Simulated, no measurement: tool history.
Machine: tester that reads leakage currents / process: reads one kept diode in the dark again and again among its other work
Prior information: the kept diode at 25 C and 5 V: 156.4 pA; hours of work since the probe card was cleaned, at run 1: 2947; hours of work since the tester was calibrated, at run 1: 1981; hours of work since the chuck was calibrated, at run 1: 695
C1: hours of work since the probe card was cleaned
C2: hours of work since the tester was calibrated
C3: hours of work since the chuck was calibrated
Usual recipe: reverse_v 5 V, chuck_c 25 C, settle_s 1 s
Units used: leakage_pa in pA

run 1 hour=0 | reverse_v=5 chuck_c=25 settle_s=1 | C1=2947 C2=1981 C3=695 | leakage_pa=197.03
run 2 hour=70.7 | reverse_v=5 chuck_c=25 settle_s=1 | C1=2996 C2=2029 C3=744 | leakage_pa=200.34
run 3 hour=110.9 | reverse_v=5 chuck_c=25 settle_s=1 | C1=3024 C2=2057 C3=771 | leakage_pa=200.28
-- hour=152.4 chuck's temperature calibrated
run 4 hour=168.1 | reverse_v=5 chuck_c=25 settle_s=1 | C1=3062 C2=2095 C3=11 | leakage_pa=170.24
run 5 hour=229.5 | reverse_v=15.44 chuck_c=25 settle_s=1 | C1=3104 C2=2138 C3=53 | leakage_pa=322.99
run 6 hour=289.8 | reverse_v=5 chuck_c=25 settle_s=1 | C1=3145 C2=2179 C3=95 | leakage_pa=175.25
run 7 hour=354 | reverse_v=5 chuck_c=25 settle_s=1 | C1=3190 C2=2223 C3=139 | leakage_pa=177.21
run 8 hour=394.7 | reverse_v=5 chuck_c=25 settle_s=1 | C1=3218 C2=2251 C3=167 | leakage_pa=178.33
run 9 hour=427.6 | reverse_v=5 chuck_c=25 settle_s=1 | C1=3240 C2=2274 C3=190 | leakage_pa=179.66
run 10 hour=482.7 | reverse_v=5 chuck_c=25 settle_s=0.71 | C1=3278 C2=2312 C3=228 | leakage_pa=181.38
run 11 hour=540.1 | reverse_v=5 chuck_c=25 settle_s=0.71 | C1=3318 C2=2352 C3=267 | leakage_pa=183.73
run 12 hour=606.6 | reverse_v=5 chuck_c=25 settle_s=0.71 | C1=3364 C2=2397 C3=313 | leakage_pa=185.85
run 13 hour=671.7 | reverse_v=5 chuck_c=25 settle_s=0.71 | C1=3409 C2=2442 C3=358 | leakage_pa=188.49
run 14 hour=730.4 | reverse_v=5 chuck_c=55 settle_s=1 | C1=3449 C2=2483 C3=398 | leakage_pa=1759.78
-- hour=751.2 probe card cleaned and baked
run 15 hour=795.5 | reverse_v=5 chuck_c=25 settle_s=1 | C1=30 C2=2525 C3=441 | leakage_pa=178.17
-- hour=803.6 tester calibrated
run 16 hour=868.9 | reverse_v=5 chuck_c=25 settle_s=2.42 | C1=80 C2=45 C3=490 | leakage_pa=179.12

Run 17, settings as shown, results not yet in. Your forecast:
run 17 hour=908.9 | reverse_v=5 chuck_c=25 settle_s=2.42 | C1=107 C2=73 C3=518 | leakage_pa=?

leakage_pa: 180.2 pA
On a tool with no hidden condition, and with the same random variation, this run would have come out at leakage_pa 157.21 pA.
